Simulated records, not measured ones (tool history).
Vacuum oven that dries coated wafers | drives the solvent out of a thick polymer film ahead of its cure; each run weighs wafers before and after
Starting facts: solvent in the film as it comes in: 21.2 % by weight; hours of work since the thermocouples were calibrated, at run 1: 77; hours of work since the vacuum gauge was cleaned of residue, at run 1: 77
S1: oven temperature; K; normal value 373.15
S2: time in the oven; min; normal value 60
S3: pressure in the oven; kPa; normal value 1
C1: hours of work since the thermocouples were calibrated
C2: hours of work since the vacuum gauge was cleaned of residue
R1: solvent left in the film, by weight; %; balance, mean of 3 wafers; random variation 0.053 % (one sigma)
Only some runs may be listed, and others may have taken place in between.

run 1 hour=0 | S1=373.15 S2=60 S3=1 | C1=77 C2=77 | R1=1.85
run 2 hour=6.4 | S1=373.15 S2=60 S3=1 | C1=81 C2=81 | R1=1.94
run 3 hour=19.1 | S1=373.15 S2=60 S3=1 | C1=88 C2=88 | R1=1.95
run 4 hour=32.1 | S1=373.15 S2=60 S3=1 | C1=96 C2=96 | R1=1.93
run 5 hour=41.5 | S1=373.15 S2=60 S3=1.07 | C1=101 C2=101 | R1=1.93
run 6 hour=51.8 | S1=373.15 S2=60 S3=1 | C1=107 C2=107 | R1=1.97
run 7 hour=65.2 | S1=373.15 S2=60 S3=1 | C1=115 C2=115 | R1=1.95
run 8 hour=78.7 | S1=373.15 S2=60 S3=1 | C1=123 C2=123 | R1=1.99
run 9 hour=88.7 | S1=373.15 S2=60 S3=1 | C1=129 C2=129 | R1=1.93
run 10 hour=96.4 | S1=373.15 S2=33 S3=1 | C1=133 C2=133 | R1=4.83
run 11 hour=104.4 | S1=373.15 S2=60 S3=1 | C1=138 C2=138 | R1=1.87
run 12 hour=112.6 | S1=373.15 S2=60 S3=1 | C1=143 C2=143 | R1=1.92
run 13 hour=119.2 | S1=373.15 S2=60 S3=1 | C1=147 C2=147 | R1=1.94
run 14 hour=126.1 | S1=373.15 S2=60 S3=1 | C1=151 C2=151 | R1=1.98
-- hour=129 vacuum gauge cleaned of residue and calibrated
run 15 hour=135.4 | S1=373.15 S2=60 S3=1 | C1=155 C2=4 | R1=1.87
run 16 hour=144.9 | S1=373.15 S2=60 S3=1 | C1=161 C2=9 | R1=1.88
run 17 hour=152.1 | S1=373.15 S2=60 S3=1 | C1=165 C2=13 | R1=1.96
run 18 hour=158.3 | S1=373.15 S2=60 S3=1 | C1=168 C2=17 | R1=1.92
run 19 hour=166.6 | S1=373.15 S2=60 S3=1 | C1=173 C2=22 | R1=1.9
-- hour=174.7 vacuum gauge cleaned of residue and calibrated, once more
run 20 hour=181.3 | S1=373.15 S2=60 S3=1 | C1=181 C2=4 | R1=1.94
run 21 hour=195.9 | S1=373.15 S2=60 S3=1 | C1=189 C2=12 | R1=1.94
run 22 hour=208.9 | S1=373.15 S2=60 S3=1.32 | C1=197 C2=20 | R1=2.01
run 23 hour=216.4 | S1=363.15 S2=36 S3=0.89 | C1=201 C2=24 | R1=7.86
run 24 hour=230 | S1=377.15 S2=56 S3=3.58 | C1=209 C2=32 | R1=2.58
run 25 hour=244.6 | S1=371.15 S2=34 S3=0.58 | C1=218 C2=41 | R1=5.05
run 26 hour=254 | S1=371.15 S2=34 S3=0.58 | C1=223 C2=46 | R1=5.26
run 27 hour=259.9 | S1=373.15 S2=76 S3=1 | C1=226 C2=49 | R1=1.3
run 28 hour=268.2 | S1=360.15 S2=60 S3=1 | C1=231 C2=54 | R1=5.95
run 29 hour=278 | S1=360.15 S2=60 S3=1 | C1=237 C2=60 | R1=6.05
run 30 hour=285.8 | S1=360.15 S2=60 S3=1 | C1=241 C2=64 | R1=5.87
run 31 hour=292.8 | S1=360.15 S2=60 S3=1 | C1=245 C2=68 | R1=5.87
run 32 hour=306.1 | S1=360.15 S2=60 S3=1 | C1=253 C2=76 | R1=5.89
run 33 hour=312.9 | S1=381.15 S2=98 S3=0.62 | C1=257 C2=80 | R1=0.31
run 34 hour=319.8 | S1=373.15 S2=60 S3=1.21 | C1=261 C2=84 | R1=2.03
run 35 hour=330.2 | S1=362.15 S2=75 S3=0.91 | C1=267 C2=90 | R1=3.84
run 36 hour=343.3 | S1=361.15 S2=63 S3=1.33 | C1=275 C2=98 | R1=5.48
run 37 hour=350.6 | S1=373.15 S2=44 S3=3.92 | C1=279 C2=102 | R1=4.56
run 38 hour=357.4 | S1=358.15 S2=60 S3=1.65 | C1=283 C2=106 | R1=7.23
run 39 hour=370.8 | S1=366.15 S2=103 S3=1.14 | C1=291 C2=114 | R1=1.77
run 40 hour=382.5 | S1=374.15 S2=103 S3=1.14 | C1=298 C2=121 | R1=0.81
run 41 hour=394 | S1=374.15 S2=99 S3=1.14 | C1=304 C2=127 | R1=0.8

What differs in the tool's unlogged condition from the final listed run ahead of each entry between runs to the first listed run following it?
In the gap between runs 14 and 15: vacuum gauge cleaned of residue and calibrated (hour 129)
  true pressure over the reading, kPa: 0.028 -> 0.041
  measured result minus the result with no hidden state, R1: +0.04 -> +0.05 %
In the gap between runs 19 and 20: vacuum gauge cleaned of residue and calibrated, once more (hour 174.7)
  true pressure over the reading, kPa: 0.044 -> -0.005
  measured result minus the result with no hidden state, R1: +0.05 -> +0.03 %
